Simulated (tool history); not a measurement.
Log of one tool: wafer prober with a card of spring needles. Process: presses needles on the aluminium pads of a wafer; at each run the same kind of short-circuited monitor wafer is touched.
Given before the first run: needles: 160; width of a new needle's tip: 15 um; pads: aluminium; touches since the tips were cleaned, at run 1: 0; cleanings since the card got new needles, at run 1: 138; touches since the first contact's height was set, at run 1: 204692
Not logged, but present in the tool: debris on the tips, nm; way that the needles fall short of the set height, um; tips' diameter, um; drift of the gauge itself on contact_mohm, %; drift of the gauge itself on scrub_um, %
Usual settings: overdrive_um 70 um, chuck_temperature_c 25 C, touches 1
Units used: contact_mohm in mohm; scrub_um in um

run    hour  overdrive_um  chuck_temperature_c  touches  touches since the tips were cleaned  cleanings since the card got new needles  touches since the first contact's height was set  contact_mohm  scrub_um
  1       0            70                   25        1                                    0                                       138                                            204692           147     18.08
       15.6  -- tips cleaned on abrasive film
       31.5  -- tips cleaned on abrasive film
       47.4  -- tips cleaned on abrasive film
       54.1  -- height of the first contact set anew
  2      60            70                   25        1                                 7263                                       141                                              3518           253     18.75
       63.3  -- tips cleaned on abrasive film
         79  -- tips cleaned on abrasive film
       94.7  -- tips cleaned on abrasive film
      107.8  -- tips cleaned on abrasive film
  3   107.8            70                   25        1                                    0                                       145                                             31479           149     18.58
      123.8  -- tips cleaned on abrasive film
      139.7  -- tips cleaned on abrasive film
      155.6  -- tips cleaned on abrasive film
  4   163.1            70                   25        1                                 4378                                       148                                             63882           232     18.53
      169.5  -- tips cleaned on abrasive film
      182.3  -- tips cleaned on abrasive film
        198  -- tips cleaned on abrasive film
  5     206            70                   25        1                                 4725                                       151                                             89034           247     18.46
      212.5  -- tips cleaned on abrasive film
      225.3  -- tips cleaned on abrasive film
      238.1  -- tips cleaned on abrasive film
  6   240.9            70                   25        1                                 1687                                       154                                            109449           200     18.41
      253.7  -- tips cleaned on abrasive film
      269.7  -- tips cleaned on abrasive film
      282.5  -- tips cleaned on abrasive film
      288.7  -- tips cleaned on abrasive film, once more
  7   294.9            70                   25        1                                 3642                                       158                                            141059           244     18.34
      304.5  -- tips cleaned on abrasive film
      317.3  -- tips cleaned on abrasive film
      330.1  -- tips cleaned on abrasive film
  8   334.3            77                   25        1                                 2471                                       161                                            164130           214     20.03
        344  -- tips cleaned on abrasive film
      359.6  -- tips cleaned on abrasive film
      374.1  -- tips cleaned on abrasive film
  9   374.1            70                   25        1                                    0                                       164                                            187388           145     18.17
      386.9  -- tips cleaned on abrasive film
      402.8  -- tips cleaned on abrasive film
      415.6  -- tips cleaned on abrasive film
 10   425.4            70                   25        1                                 5757                                       167                                            217490           266     18.03
      428.7  -- tips cleaned on abrasive film
      444.7  -- tips cleaned on abrasive film
      457.5  -- tips cleaned on abrasive film
      457.8  -- height of the first contact set anew
 11   465.7            70                   25        1                                 4663                                       170                                              4663           254     18.66
      472.1  -- tips cleaned on abrasive film
      484.9  -- tips cleaned on abrasive film
      500.9  -- tips cleaned on abrasive film
      516.5  -- tips cleaned on abrasive film
 12   521.7            65                   25        1                                 3072                                       174                                             37478           256     17.33
      531.3  -- tips cleaned on abrasive film
      544.1  -- tips cleaned on abrasive film
 13   555.1            65                   25        1                                 6445                                       176                                             57032           281     17.19
      558.3  -- tips cleaned on abrasive film
      571.1  -- tips cleaned on abrasive film
      587.1  -- tips cleaned on abrasive film
      603.1  -- tips cleaned on abrasive film
 14   607.2            70                   33        1                                 2440                                       180                                             87564           236     18.48
      616.9  -- tips cleaned on abrasive film
      629.7  -- tips cleaned on abrasive film
      642.5  -- tips cleaned on abrasive film
      658.4  -- tips cleaned on abrasive film
 15   670.6            70                   41        1                                 7200                                       184                                            124726           272     18.25
      673.9  -- tips cleaned on abrasive film
      689.6  -- tips cleaned on abrasive film
      702.4  -- tips cleaned on abrasive film
 16   709.9            63                   45        2                                 4461                                       187                                            147729           227     16.32
      716.4  -- tips cleaned on abrasive film
      729.2  -- tips cleaned on abrasive film
        745  -- tips cleaned on abrasive film
 17   749.3            55                   80        1                                 2480                                       190                                            170737           287      14.2
      758.9  -- tips cleaned on abrasive film
      774.9  -- tips cleaned on abrasive film
      790.8  -- tips cleaned on abrasive film
      803.6  -- tips cleaned on abrasive film
      816.5  -- tips cleaned on abrasive film
 18   816.5            55                   80        1                                    0                                       195                                            210096           174     14.13
      832.3  -- tips cleaned on abrasive film
      845.1  -- tips cleaned on abrasive film
      857.9  -- tips cleaned on abrasive film
      861.4  -- height of the first contact set anew
 19   870.7            55                   80        1                                 7325                                       198                                              5453           346      14.7
      873.9  -- tips cleaned on abrasive film
      886.7  -- tips cleaned on abrasive film
      899.5  -- tips cleaned on abrasive film
      915.5  -- tips cleaned on abrasive film
 20   917.3            63                   35        3                                 1020                                       202                                             32691           168     16.78
      930.1  -- tips cleaned on abrasive film
      945.6  -- tips cleaned on abrasive film
 21   957.4            60                   79        2                                 7007                                       204                                             56274           256     15.92
      960.7  -- tips cleaned on abrasive film
      976.4  -- tips cleaned on abrasive film
      992.4  -- tips cleaned on abrasive film
     1008.3  -- tips cleaned on abrasive film
 22  1009.7            70                   79        1                                  852                                       208                                             86863           188     18.52
     1022.5  -- tips cleaned on abrasive film
     1038.5  -- tips cleaned on abrasive film
     1054.5  -- tips cleaned on abrasive film
 23  1059.2            70                   45        2                                 2802                                       211                                            115883           204     18.33
     1068.8  -- tips cleaned on abrasive film
     1081.6  -- tips cleaned on abrasive film
 24  1094.1            70                  100        1                                 7383                                       213                                            136374           286     18.31
     1097.4  -- tips cleaned on abrasive film
     1113.2  -- tips cleaned on abrasive film
     1129.2  -- tips cleaned on abrasive film
       1142  -- tips cleaned on abrasive film
     1157.8  -- tips cleaned on abrasive film
 25  1160.6            70                  100        1                                 1617                                       218                                            175266           220     18.15
     1173.4  -- tips cleaned on abrasive film
     1186.2  -- tips cleaned on abrasive film
       1199  -- tips cleaned on abrasive film
 26  1201.1            63                   63        3                                 1227                                       221                                            198965           178     16.17
     1213.9  -- tips cleaned on abrasive film
     1229.6  -- tips cleaned on abrasive film
     1242.4  -- tips cleaned on abrasive film
 27    1254            72                  113        2                                 6805                                       224                                            229989           229     18.63

Predict each of these 4 candidate next runs independently; none follows another, all start after run 27:
     1257.2  -- tips cleaned on abrasive film
     1267.1  -- height of the first contact set anew
     1273.5  -- tips cleaned on abrasive film
     1289.3  -- tips cleaned on abrasive film
  A  1296.7            87                  113        1                                 4368                                       227                                             17360             ?         ?
     1257.2  -- tips cleaned on abrasive film
     1267.1  -- height of the first contact set anew
     1273.5  -- tips cleaned on abrasive film
     1289.3  -- tips cleaned on abrasive film
  B  1296.7            72                   99        3                                 4368                                       227                                             17360             ?         ?
     1257.2  -- tips cleaned on abrasive film
     1267.1  -- height of the first contact set anew
     1273.5  -- tips cleaned on abrasive film
     1289.3  -- tips cleaned on abrasive film
  C  1296.7            70                   25        2                                 4368                                       227                                             17360             ?         ?
     1257.2  -- tips cleaned on abrasive film
     1267.1  -- height of the first contact set anew
     1273.5  -- tips cleaned on abrasive film
     1289.3  -- tips cleaned on abrasive film
  D  1296.7            87                   25        1                                 4368                                       227                                             17360             ?         ?

run  contact_mohm  scrub_um
  A           226     23.12
  B           197     19.25
  C           221     18.71
  D           225     23.17
Stripped of hidden state, with their random variation kept, the same runs would have yielded:
run  contact_mohm  scrub_um
  A           143     23.16
  B           149     19.29
  C           135     18.75
  D           132     23.21
